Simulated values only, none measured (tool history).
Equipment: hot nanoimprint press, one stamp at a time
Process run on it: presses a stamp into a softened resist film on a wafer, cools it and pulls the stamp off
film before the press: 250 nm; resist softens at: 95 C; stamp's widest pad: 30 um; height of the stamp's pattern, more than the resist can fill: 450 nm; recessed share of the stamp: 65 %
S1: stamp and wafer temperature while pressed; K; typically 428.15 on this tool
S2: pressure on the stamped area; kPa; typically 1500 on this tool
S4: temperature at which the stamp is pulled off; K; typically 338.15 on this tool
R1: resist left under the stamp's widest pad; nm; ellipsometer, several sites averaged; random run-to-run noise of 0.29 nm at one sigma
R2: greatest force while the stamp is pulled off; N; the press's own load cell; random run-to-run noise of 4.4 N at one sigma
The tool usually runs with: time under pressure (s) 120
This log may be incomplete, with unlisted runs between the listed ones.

run 1 hour=0.0 | S1=428.15 S2=1500 time_under_pressure_(s)=120 S4=338.15 | R1=138.5 R2=241
run 2 hour=8.2 | S1=428.15 S2=1500 time_under_pressure_(s)=120 S4=338.15 | R1=138.0 R2=250
run 3 hour=15.7 | S1=428.15 S2=1500 time_under_pressure_(s)=120 S4=335.15 | R1=138.0 R2=264
run 4 hour=25.2 | S1=428.15 S2=1570 time_under_pressure_(s)=120 S4=335.15 | R1=135.2 R2=259
run 5 hour=36.2 | S1=428.15 S2=1570 time_under_pressure_(s)=120 S4=340.15 | R1=135.1 R2=250
run 6 hour=48.9 | S1=427.15 S2=1500 time_under_pressure_(s)=120 S4=338.15 | R1=144.8 R2=255
run 7 hour=58.2 | S1=427.15 S2=1500 time_under_pressure_(s)=120 S4=338.15 | R1=144.7 R2=269
run 8 hour=69.7 | S1=427.15 S2=1500 time_under_pressure_(s)=120 S4=338.15 | R1=145.3 R2=263
run 9 hour=77.1 | S1=427.15 S2=1200 time_under_pressure_(s)=120 S4=338.15 | R1=158.6 R2=267
run 10 hour=88.4 | S1=428.15 S2=1180 time_under_pressure_(s)=120 S4=338.15 | R1=152.7 R2=263
run 11 hour=96.6 | S1=428.15 S2=1500 time_under_pressure_(s)=120 S4=338.15 | R1=137.0 R2=272
run 12 hour=105.7 | S1=428.15 S2=1500 time_under_pressure_(s)=120 S4=338.15 | R1=137.1 R2=272
run 13 hour=114.2 | S1=428.15 S2=1500 time_under_pressure_(s)=120 S4=338.15 | R1=136.9 R2=277
run 14 hour=125.0 | S1=428.15 S2=1500 time_under_pressure_(s)=120 S4=338.15 | R1=137.0 R2=271
run 15 hour=133.9 | S1=428.15 S2=990 time_under_pressure_(s)=120 S4=338.15 | R1=163.0 R2=282
run 16 hour=144.4 | S1=428.15 S2=1500 time_under_pressure_(s)=126 S4=332.15 | R1=134.6 R2=298
run 17 hour=151.6 | S1=428.15 S2=1500 time_under_pressure_(s)=126 S4=332.15 | R1=134.6 R2=301
run 18 hour=159.0 | S1=428.15 S2=1500 time_under_pressure_(s)=126 S4=332.15 | R1=134.6 R2=306
run 19 hour=164.9 | S1=437.15 S2=1280 time_under_pressure_(s)=62 S4=329.15 | R1=115.1 R2=315
run 20 hour=172.7 | S1=428.15 S2=1500 time_under_pressure_(s)=69 S4=329.15 | R1=159.9 R2=321
run 21 hour=181.4 | S1=428.15 S2=1080 time_under_pressure_(s)=82 S4=338.15 | R1=173.1 R2=278
run 22 hour=191.1 | S1=428.15 S2=1330 time_under_pressure_(s)=189 S4=338.15 | R1=124.0 R2=272
run 23 hour=203.2 | S1=418.15 S2=1330 time_under_pressure_(s)=189 S4=338.15 | R1=198.4 R2=287
run 24 hour=209.5 | S1=428.15 S2=1870 time_under_pressure_(s)=120 S4=346.15 | R1=122.6 R2=255
run 25 hour=220.5 | S1=428.15 S2=1870 time_under_pressure_(s)=120 S4=346.15 | R1=122.7 R2=268
run 26 hour=232.6 | S1=428.15 S2=1490 time_under_pressure_(s)=120 S4=338.15 | R1=136.1 R2=298
run 27 hour=242.4 | S1=420.15 S2=1490 time_under_pressure_(s)=120 S4=338.15 | R1=195.1 R2=296
run 28 hour=249.7 | S1=420.15 S2=1710 time_under_pressure_(s)=120 S4=338.15 | R1=186.6 R2=297
run 29 hour=256.2 | S1=426.15 S2=1580 time_under_pressure_(s)=120 S4=338.15 | R1=146.9 R2=302

3 options for the next run, each taken on its own from the tool as it stands now. Forecast them:
run A hour=268.1 | S1=418.15 S2=1360 time_under_pressure_(s)=106 S4=338.15 | R1=? R2=?
run B hour=268.1 | S1=434.15 S2=2010 time_under_pressure_(s)=120 S4=343.15 | R1=? R2=?
run C hour=268.1 | S1=423.15 S2=1580 time_under_pressure_(s)=68 S4=339.15 | R1=? R2=?

run=A R1=214.3 R2=286
run=B R1=83.5 R2=285
run=C R1=192.2 R2=302
With no hidden state in the tool, these same runs would have given:
run=A R1=217.7 R2=208
run=B R1=86.5 R2=207
run=C R1=196.4 R2=220

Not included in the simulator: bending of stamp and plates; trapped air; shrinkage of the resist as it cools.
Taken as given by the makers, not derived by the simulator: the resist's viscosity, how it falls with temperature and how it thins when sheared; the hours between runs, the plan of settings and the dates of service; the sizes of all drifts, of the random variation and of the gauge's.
